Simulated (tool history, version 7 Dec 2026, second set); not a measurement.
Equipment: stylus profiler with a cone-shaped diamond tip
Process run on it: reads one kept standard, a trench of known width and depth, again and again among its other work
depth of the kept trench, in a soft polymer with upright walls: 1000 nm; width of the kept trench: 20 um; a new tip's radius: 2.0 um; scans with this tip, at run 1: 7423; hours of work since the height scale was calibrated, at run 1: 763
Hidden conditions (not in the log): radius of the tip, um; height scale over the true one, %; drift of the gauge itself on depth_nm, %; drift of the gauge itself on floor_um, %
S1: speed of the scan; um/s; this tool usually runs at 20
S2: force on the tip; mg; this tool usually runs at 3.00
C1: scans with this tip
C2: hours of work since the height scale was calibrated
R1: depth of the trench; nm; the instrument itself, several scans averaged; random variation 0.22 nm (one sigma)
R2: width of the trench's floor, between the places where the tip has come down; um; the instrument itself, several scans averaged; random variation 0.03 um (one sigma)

run	day	S1	S2	C1	C2	R1	R2
1	0.000	20	3.00	7423	763	1016.21	16.50
2	0.833	20	3.00	7556	776	1015.90	16.47
3	1.500	20	3.00	7662	787	1016.01	16.47
4	2.325	39	3.00	7795	801	1016.28	16.46
5	3.038	70	3.00	7908	813	1016.40	16.35
6	3.754	70	3.00	8023	824	1016.52	16.40
7	4.833	70	3.00	8196	842	1016.31	16.40
8	5.346	20	3.00	8277	851	1016.14	16.45
9	6.117	20	3.00	8401	863	1016.24	16.47
10	7.292	20	3.00	8589	883	1016.12	16.49
11	8.404	20	3.00	8767	901	1016.23	16.43
12	9.396	12	3.00	8925	917	1015.80	16.48
13	10.492	12	3.00	9100	935	1016.05	16.44
14	11.554	20	3.56	9270	953	1018.16	16.50
15	12.362	20	2.34	9399	966	1013.59	16.50
16	13.021	20	2.64	9504	977	1014.90	16.49
17	13.708	20	2.64	9614	988	1014.69	16.43
18	14.779	20	2.64	9786	1006	1014.92	16.48
19	15.408	20	2.64	9886	1016	1014.77	16.49
20	16.038	20	2.64	9987	1026	1014.96	16.43
21	17.000	20	2.64	10141	1042	1014.98	16.48
22	17.521	13	2.64	10224	1051	1014.82	16.57
23	18.467	13	2.64	10375	1066	1014.52	16.47
24	19.021	13	2.64	10464	1075	1015.01	16.50
25	19.500	38	3.94	10540	1083	1019.40	16.48
26	20.379	38	1.12	10681	1098	1008.01	16.39
27	21.492	10	2.26	10859	1116	1013.07	16.48
28	22.367	10	2.26	10999	1130	1013.00	16.50
29	23.229	10	2.26	11137	1144	1012.93	16.53
30	24.112	10	2.26	11278	1159	1013.47	16.52
31	25.192	6	3.00	11450	1177	1016.00	16.54
32	26.221	6	3.00	11615	1194	1015.84	16.46
33	27.138	34	3.24	11761	1209	1017.01	16.47
34	27.754	34	3.24	11860	1219	1016.96	16.46
35	28.546	44	2.25	11987	1232	1013.40	16.40
36	29.217	8	1.38	12094	1243	1009.24	16.50
37	30.075	8	1.38	12231	1257	1009.50	16.44
38	30.679	66	3.11	12328	1267	1016.75	16.40
39	31.850	66	3.11	12515	1286	1016.38	16.36
40	32.729	66	3.11	12655	1300	1016.52	16.38
41	33.812	29	8.81	12829	1318	1033.24	16.52
42	34.867	39	8.81	12997	1336	1033.47	16.46
43	35.558	8	2.05	13107	1347	1012.65	16.44
44	36.612	8	2.05	13276	1364	1012.16	16.48
45	37.233	8	2.05	13375	1374	1012.15	16.46

Predict each of these 4 candidate next runs independently; none follows another, all start after run 45:
A	37.796	5	6.70	13466	1384	?	?
B	37.796	10	4.88	13466	1384	?	?
C	37.796	9	1.01	13466	1384	?	?
D	37.796	36	1.91	13466	1384	?	?

run	R1	R2
A	1027.41	16.52
B	1022.34	16.49
C	1007.69	16.52
D	1012.00	16.40
With no hidden state in the tool, these same runs would have given:
run	R1	R2
A	1027.46	16.55
B	1022.38	16.52
C	1007.73	16.55
D	1012.04	16.43
